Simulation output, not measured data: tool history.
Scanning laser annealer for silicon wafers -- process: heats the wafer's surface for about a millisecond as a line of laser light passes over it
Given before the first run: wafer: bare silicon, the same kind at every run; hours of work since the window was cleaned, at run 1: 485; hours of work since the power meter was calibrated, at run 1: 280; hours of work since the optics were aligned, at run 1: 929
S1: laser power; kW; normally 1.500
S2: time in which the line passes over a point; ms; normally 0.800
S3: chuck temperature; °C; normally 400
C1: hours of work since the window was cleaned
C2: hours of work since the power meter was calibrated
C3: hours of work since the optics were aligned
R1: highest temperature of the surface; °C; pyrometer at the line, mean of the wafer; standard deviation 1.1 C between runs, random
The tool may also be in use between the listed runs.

run   hour     S1     S2   S3   C1   C2    C3    R1
  1    0.0  1.500  0.800  400  485  280   929  1166
  2    6.7  1.500  0.800  400  489  285   933  1165
  3   13.6  1.500  0.887  400  493  289   937  1214
  4   27.5  1.500  0.729  400  502  298   946  1126
  5   39.7  1.500  0.729  381  510  306   954  1107
  6   52.7  1.530  0.800  400  518  314   963  1182
  7   65.0  1.530  0.800  400  526  322   970  1183
      75.1  -- window over the wafer cleaned
  8   75.6  1.530  0.800  400    0  328   976  1181
  9   86.8  1.500  0.800  400    8  335   983  1166
 10   93.3  1.500  0.800  400   12  339   987  1165
 11   99.3  1.500  0.800  400   16  343   991  1167
 12  111.0  1.500  0.800  368   23  350   999  1133
 13  119.8  1.500  0.800  368   29  356  1004  1132
 14  130.3  1.500  0.800  368   35  363  1011  1132
 15  137.7  1.613  0.800  400   40  367  1016  1229
 16  148.4  1.443  0.800  430   47  374  1023  1163
 17  157.2  1.618  0.946  426   53  380  1028  1344
 18  169.1  1.586  0.946  426   60  388  1036  1324
 19  182.3  1.529  0.698  400   69  396  1044  1122
 20  194.0  1.631  0.711  400   76  404  1052  1181
 21  204.3  1.500  0.736  366   83  410  1058  1095
 22  214.0  1.500  0.736  366   89  416  1065  1094
 23  219.8  1.500  0.897  383   93  420  1068  1203
 24  228.1  1.500  0.800  394   98  425  1074  1159
 25  234.8  1.529  0.800  400  102  430  1078  1183
 26  248.8  1.500  0.744  378  111  439  1087  1110
 27  258.3  1.500  0.932  422  117  445  1093  1261
 28  269.0  1.500  0.579  400  124  452  1100  1031
 29  275.9  1.291  0.800  422  129  456  1104  1072

Hidden state at the last listed run before each entry between runs and at the first one after, where it differs:
Logged between run 7 and run 8: window over the wafer cleaned (hour 75.1)
  light that passes the window, % of a clean one's: 99.92 -> 100
